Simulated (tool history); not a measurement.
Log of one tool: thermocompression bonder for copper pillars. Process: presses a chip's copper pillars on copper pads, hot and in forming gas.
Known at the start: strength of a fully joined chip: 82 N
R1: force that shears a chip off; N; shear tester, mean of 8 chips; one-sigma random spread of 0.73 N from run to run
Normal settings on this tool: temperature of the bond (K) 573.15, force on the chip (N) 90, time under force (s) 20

Run 1, day 0.000: usual settings. Result: R1 50.1 N.
Run 2, day 0.296: usual settings but force on the chip (N) 64. Result: R1 37.0 N.
Run 3, day 0.608: usual settings but force on the chip (N) 64. Result: R1 37.8 N.
Run 4, day 0.917: usual settings. Result: R1 48.7 N.
Run 5, day 1.392: usual settings but temperature of the bond (K) 555.15. Result: R1 42.9 N.
Run 6, day 1.733: usual settings but temperature of the bond (K) 555.15. Result: R1 43.0 N.
Run 7, day 2.121: usual settings but temperature of the bond (K) 581.15. Result: R1 55.4 N.
Run 8, day 2.400: usual settings. Result: R1 50.0 N.
Run 9, day 2.938: usual settings. Result: R1 50.1 N.
Run 10, day 3.492: usual settings. Result: R1 48.8 N.
Run 11, day 3.925: usual settings. Result: R1 49.4 N.
Run 12, day 4.425: usual settings but temperature of the bond (K) 598.15, time under force (s) 53. Result: R1 71.1 N.
Run 13, day 4.671: usual settings but temperature of the bond (K) 598.15, time under force (s) 53. Result: R1 70.4 N.
Run 14, day 5.108: usual settings but temperature of the bond (K) 598.15, force on the chip (N) 99, time under force (s) 53. Result: R1 71.5 N.
Run 15, day 5.488: usual settings but temperature of the bond (K) 588.15, time under force (s) 30. Result: R1 61.4 N.
Run 16, day 5.729: usual settings but time under force (s) 35. Result: R1 56.1 N.
Run 17, day 6.133: usual settings but temperature of the bond (K) 550.15, time under force (s) 28. Result: R1 43.3 N.
Run 18, day 6.679: usual settings but temperature of the bond (K) 555.15, force on the chip (N) 109, time under force (s) 41. Result: R1 58.0 N.
Run 19, day 6.946: usual settings but temperature of the bond (K) 555.15, force on the chip (N) 109, time under force (s) 41. Result: R1 57.9 N.
Run 20, day 7.254: usual settings but temperature of the bond (K) 555.15, force on the chip (N) 109, time under force (s) 41. Result: R1 58.3 N.
Run 21, day 7.617: usual settings but temperature of the bond (K) 603.15, force on the chip (N) 69, time under force (s) 11. Result: R1 42.5 N.
Run 22, day 8.025: usual settings but temperature of the bond (K) 603.15, force on the chip (N) 69, time under force (s) 11. Result: R1 42.4 N.

Forecast each of these 5 alternatives for the next run:
Run A, day 8.500: usual settings but temperature of the bond (K) 590.15, force on the chip (N) 58, time under force (s) 15. Result: R1 ?.
Run B, day 8.500: usual settings but temperature of the bond (K) 562.15, force on the chip (N) 91, time under force (s) 11. Result: R1 ?.
Run C, day 8.500: usual settings but temperature of the bond (K) 553.15, force on the chip (N) 69, time under force (s) 42. Result: R1 ?.
Run D, day 8.500: usual settings but temperature of the bond (K) 590.15, force on the chip (N) 69, time under force (s) 11. Result: R1 ?.
Run E, day 8.500: usual settings but temperature of the bond (K) 576.15, force on the chip (N) 61, time under force (s) 11. Result: R1 ?.

run    R1
  A  36.4
  B  35.7
  C  40.8
  D  37.9
  E  29.6
With the hidden condition removed and each run's random variation left untouched, the same runs would have given:
run    R1
  A  39.8
  B  39.4
  C  44.9
  D  41.5
  E  32.6
